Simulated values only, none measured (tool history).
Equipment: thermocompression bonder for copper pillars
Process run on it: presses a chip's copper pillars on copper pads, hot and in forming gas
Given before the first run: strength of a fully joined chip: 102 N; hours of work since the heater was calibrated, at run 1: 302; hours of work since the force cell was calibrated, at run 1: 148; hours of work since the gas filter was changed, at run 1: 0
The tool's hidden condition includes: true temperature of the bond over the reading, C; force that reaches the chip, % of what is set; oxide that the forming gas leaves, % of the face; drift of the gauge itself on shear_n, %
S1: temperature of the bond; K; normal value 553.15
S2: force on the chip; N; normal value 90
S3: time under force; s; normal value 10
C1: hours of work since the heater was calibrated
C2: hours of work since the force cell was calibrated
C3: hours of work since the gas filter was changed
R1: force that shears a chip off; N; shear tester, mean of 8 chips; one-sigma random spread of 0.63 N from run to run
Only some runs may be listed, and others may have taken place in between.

{"run": 1, "hour": 0.0, "S1": 553.15, "S2": 90, "S3": 10, "C1": 302, "C2": 148, "C3": 0, "R1": 36.7}
{"run": 2, "hour": 64.1, "S1": 553.15, "S2": 90, "S3": 10, "C1": 348, "C2": 194, "C3": 46, "R1": 35.8}
{"run": 3, "hour": 132.8, "S1": 553.15, "S2": 90, "S3": 10, "C1": 398, "C2": 244, "C3": 96, "R1": 35.4}
{"run": 4, "hour": 204.9, "S1": 553.15, "S2": 90, "S3": 10, "C1": 450, "C2": 296, "C3": 148, "R1": 34.3}
{"run": 5, "hour": 262.4, "S1": 553.15, "S2": 90, "S3": 10, "C1": 491, "C2": 337, "C3": 189, "R1": 33.1}
{"run": 6, "hour": 326.8, "S1": 553.15, "S2": 90, "S3": 10, "C1": 538, "C2": 384, "C3": 235, "R1": 32.8}
{"hour": 384.4, "done": "forming gas filter changed"}
{"run": 7, "hour": 410.7, "S1": 553.15, "S2": 90, "S3": 10, "C1": 598, "C2": 444, "C3": 19, "R1": 35.7}
{"run": 8, "hour": 456.4, "S1": 553.15, "S2": 90, "S3": 10, "C1": 630, "C2": 477, "C3": 52, "R1": 34.8}
{"run": 9, "hour": 511.6, "S1": 553.15, "S2": 90, "S3": 10, "C1": 670, "C2": 516, "C3": 92, "R1": 33.5}
{"run": 10, "hour": 554.9, "S1": 553.15, "S2": 90, "S3": 10, "C1": 701, "C2": 547, "C3": 123, "R1": 33.1}
{"run": 11, "hour": 617.1, "S1": 553.15, "S2": 90, "S3": 5, "C1": 746, "C2": 592, "C3": 168, "R1": 24.3}
{"run": 12, "hour": 670.2, "S1": 553.15, "S2": 90, "S3": 5, "C1": 784, "C2": 631, "C3": 206, "R1": 23.3}
{"hour": 679.4, "done": "force cell calibrated"}
{"run": 13, "hour": 717.0, "S1": 553.15, "S2": 90, "S3": 5, "C1": 817, "C2": 27, "C3": 238, "R1": 22.5}
{"hour": 771.0, "done": "forming gas filter changed"}
{"run": 14, "hour": 797.2, "S1": 543.15, "S2": 90, "S3": 13, "C1": 875, "C2": 85, "C3": 19, "R1": 30.3}
{"hour": 815.7, "done": "force cell calibrated, once more"}
{"run": 15, "hour": 846.6, "S1": 524.15, "S2": 100, "S3": 17, "C1": 909, "C2": 22, "C3": 53, "R1": 27}
{"run": 16, "hour": 903.7, "S1": 582.15, "S2": 100, "S3": 15, "C1": 950, "C2": 63, "C3": 94, "R1": 61.4}
{"run": 17, "hour": 988.1, "S1": 553.15, "S2": 55, "S3": 6, "C1": 1011, "C2": 124, "C3": 155, "R1": 16.9}
{"run": 18, "hour": 1034.8, "S1": 527.15, "S2": 90, "S3": 8, "C1": 1045, "C2": 158, "C3": 189, "R1": 18.8}
{"run": 19, "hour": 1083.5, "S1": 579.15, "S2": 90, "S3": 5, "C1": 1080, "C2": 193, "C3": 224, "R1": 35.4}
{"hour": 1154.9, "done": "forming gas filter changed"}
{"run": 20, "hour": 1172.5, "S1": 552.15, "S2": 75, "S3": 24, "C1": 1143, "C2": 257, "C3": 13, "R1": 39.9}
{"run": 21, "hour": 1251.0, "S1": 552.15, "S2": 75, "S3": 24, "C1": 1200, "C2": 313, "C3": 69, "R1": 39.2}
{"hour": 1261.2, "done": "heater calibrated with a thermocouple chip"}
{"run": 22, "hour": 1309.5, "S1": 552.15, "S2": 75, "S3": 24, "C1": 35, "C2": 354, "C3": 110, "R1": 42.7}
{"run": 23, "hour": 1392.4, "S1": 574.15, "S2": 96, "S3": 20, "C1": 94, "C2": 413, "C3": 170, "R1": 61.3}
{"run": 24, "hour": 1466.9, "S1": 538.15, "S2": 66, "S3": 10, "C1": 148, "C2": 467, "C3": 223, "R1": 19.3}
{"run": 25, "hour": 1518.7, "S1": 532.15, "S2": 59, "S3": 10, "C1": 185, "C2": 504, "C3": 261, "R1": 16.5}

Run 26 comes next. What will it give?
{"hour": 1541.4, "done": "forming gas filter changed"}
{"run": 26, "hour": 1602.8, "S1": 561.15, "S2": 108, "S3": 17, "C1": 246, "C2": 565, "C3": 44, "R1": "?"}

{"run 26": {"R1": 53.4}}
Had the tool carried no hidden state, the very same run would have given R1 57.8 N.
